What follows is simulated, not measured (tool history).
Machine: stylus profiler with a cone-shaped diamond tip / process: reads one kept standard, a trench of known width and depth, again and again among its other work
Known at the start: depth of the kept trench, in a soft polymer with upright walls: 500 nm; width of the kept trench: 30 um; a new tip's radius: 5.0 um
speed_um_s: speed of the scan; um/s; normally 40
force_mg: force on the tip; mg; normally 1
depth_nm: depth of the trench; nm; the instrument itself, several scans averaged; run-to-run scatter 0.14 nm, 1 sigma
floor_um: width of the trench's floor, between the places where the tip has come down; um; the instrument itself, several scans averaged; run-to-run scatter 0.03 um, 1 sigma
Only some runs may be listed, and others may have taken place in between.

run	hour	speed_um_s	force_mg	depth_nm	floor_um
1	0	40	1	499.81	23.4
2	17.6	40	1	499.6	23.34
3	33.7	40	1	499.78	23.32
4	46.7	40	1	499.62	23.31
5	56.2	40	1	499.57	23.35
6	73.3	15	1	499.76	23.46
7	81.7	15	1	499.52	23.42
8	91.5	40	1	499.4	23.34
9	103	40	1	499.41	23.27
10	112.3	40	1	499.66	23.21
11	123.8	40	1.53	500.12	23.32
12	137.2	40	1.53	499.93	23.31
13	156	40	1.53	500.14	23.27
14	174.1	37	1.53	500.08	23.27
15	186.7	40	1	499.33	23.17
16	204.8	40	0.34	498.28	23.01
17	217	83	1	499.55	23.01
18	225.1	83	1	499.56	23.02
19	240.8	83	1	499.45	22.92
# hour 242.3: height scale calibrated on a step standard
20	256.9	83	1	499.31	22.98
# hour 271.7: height scale calibrated on a step standard, once more
21	275.6	81	1	501.87	23.01
22	294.8	120	1	501.97	22.67
23	313.3	120	1	501.83	22.72
24	327.1	17	1.18	502.15	23.3
25	340.1	36	1.71	502.44	23.15
26	351.9	40	0.49	501.16	23.01
27	362.2	99	1.64	502.69	22.89
28	380	41	0.94	501.8	23.05
29	390.1	41	0.8	501.34	23.08
30	407.4	41	0.8	501.71	23.01
31	416.9	98	2.66	503.41	22.91
32	432.7	22	0.36	500.97	23.04
33	441.4	22	0.36	500.86	23.06
34	457.8	42	0.49	500.74	22.85
35	474.7	106	0.88	501.78	22.61
36	484.6	64	0.62	501.08	22.8
37	496.8	66	0.72	501.27	22.72
38	515.4	74	1.11	501.57	22.81
39	532.8	76	0.35	500.72	22.5
40	543.1	76	0.35	500.97	22.5
41	561.9	76	0.35	500.54	22.5
42	578.2	135	0.86	501.22	22.33
43	589.2	14	0.35	500.69	22.97
44	605.9	14	0.35	500.53	22.96
45	614.3	14	0.35	500.51	22.96

Difference, measured minus no-hidden-state, one row per run. Run-to-run variation is common to both terms; the gauge's own scatter need not be:
Unlogged tool condition in this case: radius of the tip, um; height scale over the true one, %; drift of the gauge itself on depth_nm, %; drift of the gauge itself on floor_um, %.
run	depth_nm	floor_um
1	-2.26	-2.06
2	-2.27	-2.07
3	-2.3	-2.1
4	-2.31	-2.1
5	-2.32	-2.11
6	-2.35	-2.13
7	-2.35	-2.13
8	-2.36	-2.14
9	-2.37	-2.15
10	-2.38	-2.15
11	-2.4	-2.16
12	-2.41	-2.17
13	-2.43	-2.19
14	-2.45	-2.2
15	-2.46	-2.22
16	-2.47	-2.23
17	-2.5	-2.23
18	-2.51	-2.24
19	-2.52	-2.26
20	-2.87	-2.27
21	-0.02	-2.28
22	-0.03	-2.29
23	-0.05	-2.31
24	-0.07	-2.32
25	-0.08	-2.33
26	-0.1	-2.34
27	-0.11	-2.35
28	-0.13	-2.36
29	-0.14	-2.37
30	-0.16	-2.39
31	-0.17	-2.39
32	-0.19	-2.41
33	-0.19	-2.41
34	-0.22	-2.43
35	-0.23	-2.43
36	-0.24	-2.44
37	-0.25	-2.45
38	-0.27	-2.47
39	-0.29	-2.48
40	-0.3	-2.49
41	-0.32	-2.5
42	-0.34	-2.52
43	-0.35	-2.53
44	-0.37	-2.53
45	-0.38	-2.54
